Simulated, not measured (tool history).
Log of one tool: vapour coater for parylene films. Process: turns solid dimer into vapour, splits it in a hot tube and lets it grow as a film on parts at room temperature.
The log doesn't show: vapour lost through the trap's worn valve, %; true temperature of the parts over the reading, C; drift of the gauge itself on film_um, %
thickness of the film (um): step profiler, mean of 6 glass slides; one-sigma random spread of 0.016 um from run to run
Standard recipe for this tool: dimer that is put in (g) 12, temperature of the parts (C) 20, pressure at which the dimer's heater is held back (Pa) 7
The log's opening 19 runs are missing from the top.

run,day,dimer that is put in (g),temperature of the parts (C),pressure at which the dimer's heater is held back (Pa),hours of work since the trap's valve was overhauled,hours of work since the table's thermometer was calibrated,thickness of the film (um)
20,9.025,12,20,3.39,140,19,2.52
21,9.362,12,20,7,146,25,2.25
22,9.767,5,20,7,153,33,0.92
23,10.188,13,16,3.02,161,40,3.27
24,10.604,20,16,3.02,168,48,4.9
# day 11.046: table's thermometer calibrated, once more
25,11.138,18,12,6.09,177,2,4.59
26,11.542,18,12,6.09,184,9,4.56
27,11.967,16,25,8.84,192,17,2.35
28,12.579,16,25,8.84,203,27,2.32
29,13,16,25,8.84,211,35,2.32
30,13.429,18,28,7,218,43,2.44
31,13.9,18,28,7.29,227,51,2.39
32,14.25,12,20,2.33,233,57,2.6
33,14.525,11,15,6.83,238,62,2.4
34,14.983,6,15,2.07,246,71,1.58
35,15.629,6,15,2.07,258,82,1.6
36,16,6,15,2.07,264,89,1.6
37,16.554,12,20,11.19,274,99,1.97
38,17.021,12,20,11.19,283,107,2
39,17.417,7,24,5.82,290,114,1.1
40,17.921,5,17,4.29,299,123,1.06
41,18.417,11,29,7,308,132,1.41

Here are 4 independent what-if runs from the current tool condition. What would each one return?
# day 18.892: trap's valve overhauled
A,18.925,9,30,3.73,1,138,?
# day 18.892: trap's valve overhauled
B,18.925,15,17,6.36,1,138,?
# day 18.892: trap's valve overhauled
C,18.925,6,28,8.81,1,138,?
# day 18.892: trap's valve overhauled
D,18.925,21,29,2.55,1,138,?

run,thickness of the film (um)
A,1.32
B,3.29
C,0.86
D,3.39
What these runs would have given with no unlogged condition in the tool:
run,thickness of the film (um)
A,1.32
B,3.28
C,0.86
D,3.39
